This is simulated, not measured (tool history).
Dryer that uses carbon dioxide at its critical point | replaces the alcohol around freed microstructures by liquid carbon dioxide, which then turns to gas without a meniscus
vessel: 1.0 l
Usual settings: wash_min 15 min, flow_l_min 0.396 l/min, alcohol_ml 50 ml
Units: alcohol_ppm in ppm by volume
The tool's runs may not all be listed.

run,hour,wash_min,flow_l_min,alcohol_ml,alcohol_ppm
1,0.0,15,0.396,50,1186
# hour 10.0: inlet filter changed
2,10.4,15,0.396,50,698
3,18.2,15,0.396,50,694
4,30.2,15,0.396,50,726
5,41.2,15,0.396,50,726
6,52.9,15,0.396,27,453
7,59.0,15,0.396,27,466
8,68.4,15,0.396,27,465
9,80.0,15,0.396,63,949
10,87.9,15,0.396,63,1005
11,98.7,15,0.342,63,1702
12,104.6,15,0.342,63,1691
13,112.5,19,0.367,113,898
14,124.1,19,0.367,113,925
15,133.9,17,0.251,22,1124
16,139.9,17,0.251,22,1152
17,147.5,23,0.565,48,130

4 ways to go on from here, each from the tool as it stands after run 17. What would each give?
A,158.5,19,0.257,44,?
B,158.5,22,0.355,97,?
C,158.5,15,0.396,64,?
D,158.5,15,0.396,30,?

run,alcohol_ppm
A,1528
B,549
C,1173
D,607
Without the tool's hidden state the same runs would have given:
run,alcohol_ppm
A,1123
B,300
C,804
D,373
